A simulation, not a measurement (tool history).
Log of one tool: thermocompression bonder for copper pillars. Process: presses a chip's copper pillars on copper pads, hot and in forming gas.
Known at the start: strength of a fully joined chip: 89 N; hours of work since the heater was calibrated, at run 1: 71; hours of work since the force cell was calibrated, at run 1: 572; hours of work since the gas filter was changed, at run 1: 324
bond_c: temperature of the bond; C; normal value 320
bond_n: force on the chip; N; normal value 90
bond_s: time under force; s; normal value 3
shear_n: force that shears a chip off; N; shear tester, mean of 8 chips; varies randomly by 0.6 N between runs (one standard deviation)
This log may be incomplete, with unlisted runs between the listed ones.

| run | hour | bond_c | bond_n | bond_s | hours of work since the heater was calibrated | hours of work since the force cell was calibrated | hours of work since the gas filter was changed | shear_n |
|---|---|---|---|---|---|---|---|---|
| 1 | 0 | 320 | 90 | 3 | 71 | 572 | 324 | 42.4 |
| 2 | 59.8 | 320 | 90 | 3 | 113 | 615 | 367 | 42.2 |
| 3 | 96.5 | 320 | 90 | 3 | 140 | 641 | 393 | 41 |
| 4 | 145.8 | 320 | 92 | 3 | 175 | 677 | 428 | 42.4 |
| 5 | 172.9 | 320 | 91 | 3 | 194 | 696 | 448 | 41.6 |
|  | 184.4 | forming gas filter changed |
| 6 | 199.6 | 320 | 91 | 3 | 213 | 715 | 11 | 43.2 |
| 7 | 228.9 | 320 | 91 | 3 | 234 | 736 | 32 | 44.6 |
| 8 | 259.6 | 320 | 91 | 3 | 256 | 758 | 54 | 44.7 |
| 9 | 305.9 | 320 | 91 | 3 | 289 | 791 | 87 | 43.5 |
| 10 | 353.8 | 336 | 94 | 2 | 323 | 825 | 121 | 44.8 |
| 11 | 408.1 | 306 | 94 | 2 | 362 | 864 | 160 | 31.9 |
| 12 | 441.5 | 306 | 94 | 2 | 386 | 888 | 184 | 31.7 |
| 13 | 502 | 301 | 84 | 3 | 429 | 931 | 227 | 32.9 |
|  | 507.9 | force cell calibrated |
| 14 | 567.2 | 301 | 84 | 3 | 475 | 42 | 273 | 33.5 |
| 15 | 602 | 301 | 84 | 3 | 500 | 67 | 297 | 32 |
| 16 | 653.2 | 317 | 105 | 5 | 536 | 104 | 334 | 50.6 |
| 17 | 685.5 | 312 | 107 | 3 | 559 | 127 | 357 | 40.6 |
| 18 | 711.8 | 320 | 106 | 3 | 578 | 146 | 376 | 43.2 |

Same runs, no hidden state in the tool, same run-to-run variation:
The tool's hidden condition here consists of: true temperature of the bond over the reading, C; force that reaches the chip, % of what is set; oxide that the forming gas leaves, % of the face; drift of the gauge itself on shear_n, %.
| run | shear_n |
|---|---|
| 1 | 45.1 |
| 2 | 45.5 |
| 3 | 44.5 |
| 4 | 46.4 |
| 5 | 45.8 |
| 6 | 43.9 |
| 7 | 45.6 |
| 8 | 45.9 |
| 9 | 45.1 |
| 10 | 46.7 |
| 11 | 33.8 |
| 12 | 33.8 |
| 13 | 35.6 |
| 14 | 36.5 |
| 15 | 35.1 |
| 16 | 55.3 |
| 17 | 44.9 |
| 18 | 47.9 |
